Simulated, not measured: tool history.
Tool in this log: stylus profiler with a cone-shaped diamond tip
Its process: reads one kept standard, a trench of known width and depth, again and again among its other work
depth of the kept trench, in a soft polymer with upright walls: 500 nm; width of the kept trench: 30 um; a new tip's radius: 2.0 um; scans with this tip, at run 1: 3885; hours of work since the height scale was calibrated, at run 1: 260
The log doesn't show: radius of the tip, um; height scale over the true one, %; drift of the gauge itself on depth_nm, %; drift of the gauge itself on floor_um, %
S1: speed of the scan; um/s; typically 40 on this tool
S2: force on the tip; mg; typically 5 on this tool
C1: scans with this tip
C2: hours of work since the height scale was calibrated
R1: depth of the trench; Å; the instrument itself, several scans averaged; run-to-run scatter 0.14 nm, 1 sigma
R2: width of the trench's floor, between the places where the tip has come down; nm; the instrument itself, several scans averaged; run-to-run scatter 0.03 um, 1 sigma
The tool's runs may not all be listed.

run,hour,S1,S2,C1,C2,R1,R2
1,0,40,5,3885,260,5143.2,26510
2,17.1,160,5,4059,272,5141.7,26090
3,27.9,160,5,4168,279,5141.9,26110
4,38.6,160,5,4276,286,5142.5,26080
5,56.5,160,5,4457,299,5143,26100
6,73.9,160,5,4634,310,5143.3,25970
7,88,160,5,4776,320,5142.5,26010
8,97.5,160,5,4872,326,5142.1,25980
9,116.4,160,5,5063,339,5141.7,26000
10,133.4,160,5,5236,351,5141.1,25890
11,151.9,40,5,5423,363,5144,26220
12,173.3,40,5,5639,378,5143.5,26190
13,191,40,5,5819,390,5144.3,26160
14,209.2,20,5,6003,402,5146.4,26190
15,219.3,20,5,6105,409,5145.2,26170
16,238.8,20,5,6303,422,5142.3,26170
17,255.2,40,5,6468,433,5145.7,26040
18,264.6,40,5,6563,440,5143.3,26070
19,275,40,5,6669,447,5146.9,26060
20,286.9,40,5,6789,455,5145.3,26060
21,306.5,13,5,6988,468,5146.5,26060
22,323.8,40,6.99,7163,480,5177.6,25970
23,336.7,30,1.77,7293,488,5076,25920
24,348.5,15,8.01,7413,496,5195,25970
25,360.3,15,8.01,7533,504,5196.1,25950
26,370.2,31,6.13,7632,511,5166.9,25910
27,386.7,47,2.81,7800,522,5100.1,25820
28,399.1,47,2.81,7926,531,5101.9,25840

For run 29, what comes out?
29,418.1,47,2.81,8118,544,?,?

{"run 29": {"R1": 5105.3, "R2": 25770}}
Minus the tool's unlogged condition, the same run would have read R1 5098.8 Å, R2 27190 nm.

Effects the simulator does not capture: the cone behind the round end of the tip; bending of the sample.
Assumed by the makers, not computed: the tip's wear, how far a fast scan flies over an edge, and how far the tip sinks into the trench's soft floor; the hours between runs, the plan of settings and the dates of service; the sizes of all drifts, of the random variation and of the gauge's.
